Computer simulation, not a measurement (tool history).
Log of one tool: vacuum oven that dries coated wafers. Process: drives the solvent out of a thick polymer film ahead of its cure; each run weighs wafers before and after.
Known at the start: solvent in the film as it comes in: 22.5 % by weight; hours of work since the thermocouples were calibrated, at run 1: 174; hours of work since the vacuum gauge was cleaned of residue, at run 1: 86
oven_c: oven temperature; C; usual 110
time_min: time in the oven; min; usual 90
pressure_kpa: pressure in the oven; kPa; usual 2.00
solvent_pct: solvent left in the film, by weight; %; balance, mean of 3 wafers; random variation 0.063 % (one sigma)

run	day	oven_c	time_min	pressure_kpa	hours of work since the thermocouples were calibrated	hours of work since the vacuum gauge was cleaned of residue	solvent_pct
1	0.000	110	90	2.00	174	86	3.93
2	0.354	110	90	2.00	180	92	3.84
3	0.612	110	90	2.00	185	97	3.84
4	1.017	110	90	2.00	192	104	3.97
5	1.529	105	90	2.00	202	114	5.56
6	1.950	105	90	5.30	210	122	11.24
7	2.279	105	90	5.30	216	128	11.10
8	2.600	105	90	5.30	222	134	11.13
9	3.046	105	90	5.30	230	142	10.92
10	3.467	105	90	5.30	238	150	10.93
11	3.758	110	90	2.31	243	155	4.39
12	4.158	110	158	2.00	250	163	3.29
13	4.438	95	115	2.00	256	168	9.05
14	4.983	95	115	2.00	266	178	8.95
15	5.304	112	96	4.84	272	184	7.35
16	5.558	121	135	5.30	276	188	5.70
17	5.808	113	127	2.00	281	193	2.93
18	6.296	112	96	2.30	290	202	3.73
19	6.667	110	125	5.88	297	209	9.20

4 ways to go on from here, each from the tool as it stands after run 19. What would each give?
A	6.971	124	99	2.66	302	214	?
B	6.971	102	60	3.29	302	214	?
C	6.971	110	86	5.88	302	214	?
D	6.971	113	125	4.01	302	214	?

run	solvent_pct
A	2.75
B	10.68
C	9.89
D	5.64
Without the tool's hidden state the same runs would have given:
run	solvent_pct
A	2.75
B	10.67
C	9.88
D	5.64
